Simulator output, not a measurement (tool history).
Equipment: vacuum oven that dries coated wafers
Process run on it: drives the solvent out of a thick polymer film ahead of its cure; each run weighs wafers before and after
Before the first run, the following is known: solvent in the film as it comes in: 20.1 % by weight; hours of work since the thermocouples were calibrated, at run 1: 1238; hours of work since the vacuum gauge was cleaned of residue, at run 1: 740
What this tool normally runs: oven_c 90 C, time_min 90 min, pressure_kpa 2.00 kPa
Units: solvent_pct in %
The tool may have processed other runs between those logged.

run    hour  oven_c  time_min  pressure_kpa  hours of work since the thermocouples were calibrated  hours of work since the vacuum gauge was cleaned of residue  solvent_pct
  1     0.0      90        90          2.00                                                   1238                                                          740         2.57
  2    58.0      90        90          2.00                                                   1263                                                          765         2.66
  3   119.7      90        93          2.00                                                   1290                                                          791         2.46
  4   218.3      90        93          2.00                                                   1332                                                          833         2.37
  5   264.2      98        90          2.00                                                   1351                                                          853         0.81
      304.6  -- oven's thermocouples calibrated
  6   312.8      98        90          2.00                                                      4                                                          873         1.04
  7   419.4      90        90          1.04                                                     49                                                          919         2.91
  8   517.3      90        90          1.04                                                     91                                                          960         2.95
  9   615.0      90        90          1.04                                                    133                                                         1002         2.85
 10   721.8      90        90          2.00                                                    179                                                         1048         3.07
 11   800.4      81        90          2.00                                                    212                                                         1082         7.04
 12   894.0      90        94          2.00                                                    252                                                         1122         2.79
 13   975.1      90        94          2.00                                                    287                                                         1156         2.82
 14  1025.6      90        94          2.00                                                    309                                                         1178         2.81
 15  1081.4      90        94          2.00                                                    333                                                         1202         2.77
 16  1130.2      90        94          2.00                                                    353                                                         1223         2.82
 17  1224.2      90        94          2.00                                                    394                                                         1263         2.76
 18  1279.2      90        90          2.00                                                    417                                                         1287         2.94
 19  1350.1      90        90          2.00                                                    448                                                         1317         2.92
 20  1397.1      90        90          2.00                                                    468                                                         1337         2.95
 21  1458.6      90        60          2.00                                                    494                                                         1363         5.03
 22  1535.7      90        90          1.91                                                    527                                                         1396         2.82
 23  1618.6      90        50          2.00                                                    563                                                         1432         6.11
 24  1675.6      90        90          1.35                                                    587                                                         1456         2.73
 25  1768.3      92        47          7.35                                                    627                                                         1496         6.26
 26  1864.1      92        47          7.35                                                    668                                                         1537         6.43
 27  1909.2      80        50          1.08                                                    687                                                         1556        10.19
 28  2005.9     102        58          7.85                                                    728                                                         1598         2.02
 29  2105.1     102        58          7.85                                                    771                                                         1640         2.01
 30  2213.2     102       111          7.85                                                    817                                                         1686         1.29
 31  2294.9      76        64          1.12                                                    852                                                         1721        10.50
 32  2394.7      95       138          1.33                                                    895                                                         1764         0.59
 33  2457.2      90        80          2.00                                                    922                                                         1791         3.34
 34  2518.2      88        62          2.00                                                    948                                                         1817         5.46
 35  2595.8      83       125          1.84                                                    981                                                         1850         3.74
 36  2692.8      87        62          2.71                                                   1022                                                         1892         6.04
 37  2765.7      90       156          2.00                                                   1054                                                         1923         0.99
 38  2850.6      90       156          2.00                                                   1090                                                         1959         1.06
 39  2948.3      90       100          6.96                                                   1132                                                         2001         3.17
 40  3017.2      94        63          7.50                                                   1161                                                         2031         3.76
 41  3094.6      96        58          7.50                                                   1194                                                         2064         3.37
 42  3203.8      90        47          2.19                                                   1241                                                         2111         6.03
 43  3284.3      90        90          4.17                                                   1276                                                         2145         2.99
 44  3357.1      83        72          6.06                                                   1307                                                         2176         7.39
 45  3456.2      83        86          4.35                                                   1349                                                         2219         6.12
     3505.0  -- oven's thermocouples calibrated
 46  3528.3     103        90          1.13                                                     10                                                         2249         0.39

Consider 5 possible next runs. They are alternatives, not a sequence: every one starts from the tool as it was left by run 46. What does each give?
  A  3618.9      97        48          5.92                                                     49                                                         2287            ?
  B  3618.9      78       161          6.74                                                     49                                                         2287            ?
  C  3618.9      91        64          1.28                                                     49                                                         2287            ?
  D  3618.9      91       118          2.14                                                     49                                                         2287            ?
  E  3618.9      90        90          5.56                                                     49                                                         2287            ?

run  solvent_pct
  A         4.26
  B         6.55
  C         4.37
  D         1.88
  E         3.99
What these runs would have given with no unlogged condition in the tool:
run  solvent_pct
  A         4.26
  B         6.47
  C         4.35
  D         1.79
  E         3.94
